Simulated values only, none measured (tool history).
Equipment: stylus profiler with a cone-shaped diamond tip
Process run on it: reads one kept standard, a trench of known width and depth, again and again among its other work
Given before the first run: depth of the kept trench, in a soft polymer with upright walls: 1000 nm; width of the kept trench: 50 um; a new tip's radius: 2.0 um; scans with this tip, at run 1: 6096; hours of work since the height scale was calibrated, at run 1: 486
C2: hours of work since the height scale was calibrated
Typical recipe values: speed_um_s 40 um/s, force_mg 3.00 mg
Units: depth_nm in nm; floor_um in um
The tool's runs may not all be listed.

{"run": 1, "hour": 0.0, "speed_um_s": 40, "force_mg": 3.0, "scans with this tip": 6096, "C2": 486, "depth_nm": 1012.76, "floor_um": 44.6}
{"run": 2, "hour": 44.3, "speed_um_s": 40, "force_mg": 8.92, "scans with this tip": 6394, "C2": 509, "depth_nm": 1028.32, "floor_um": 44.61}
{"run": 3, "hour": 75.3, "speed_um_s": 40, "force_mg": 8.92, "scans with this tip": 6602, "C2": 526, "depth_nm": 1028.49, "floor_um": 44.54}
{"run": 4, "hour": 102.3, "speed_um_s": 40, "force_mg": 8.92, "scans with this tip": 6784, "C2": 540, "depth_nm": 1028.31, "floor_um": 44.52}
{"run": 5, "hour": 129.6, "speed_um_s": 40, "force_mg": 1.75, "scans with this tip": 6968, "C2": 555, "depth_nm": 1007.85, "floor_um": 44.4}
{"run": 6, "hour": 158.5, "speed_um_s": 40, "force_mg": 6.38, "scans with this tip": 7162, "C2": 570, "depth_nm": 1021.93, "floor_um": 44.41}
{"run": 7, "hour": 203.7, "speed_um_s": 75, "force_mg": 3.0, "scans with this tip": 7465, "C2": 595, "depth_nm": 1012.21, "floor_um": 44.17}
{"run": 8, "hour": 235.2, "speed_um_s": 75, "force_mg": 3.0, "scans with this tip": 7678, "C2": 612, "depth_nm": 1011.8, "floor_um": 44.1}
{"run": 9, "hour": 266.3, "speed_um_s": 40, "force_mg": 3.0, "scans with this tip": 7887, "C2": 628, "depth_nm": 1012.34, "floor_um": 44.19}
{"run": 10, "hour": 313.5, "speed_um_s": 40, "force_mg": 3.0, "scans with this tip": 8204, "C2": 653, "depth_nm": 1011.75, "floor_um": 44.13}
{"run": 11, "hour": 336.8, "speed_um_s": 40, "force_mg": 3.0, "scans with this tip": 8361, "C2": 666, "depth_nm": 1011.71, "floor_um": 44.14}
{"run": 12, "hour": 359.4, "speed_um_s": 50, "force_mg": 3.0, "scans with this tip": 8512, "C2": 678, "depth_nm": 1011.93, "floor_um": 44.09}
{"run": 13, "hour": 406.2, "speed_um_s": 25, "force_mg": 2.81, "scans with this tip": 8828, "C2": 703, "depth_nm": 1011.6, "floor_um": 44.01}

Run 14 comes next. What will it give?
{"run": 14, "hour": 443.0, "speed_um_s": 24, "force_mg": 5.51, "scans with this tip": 9075, "C2": 723, "depth_nm": "?", "floor_um": "?"}

{"run 14": {"depth_nm": 1018.85, "floor_um": 44.06}}
Take away the tool's hidden state, keep the run-to-run variation as it was, and the same run would have given depth_nm 1021.70 nm, floor_um 46.43 um.
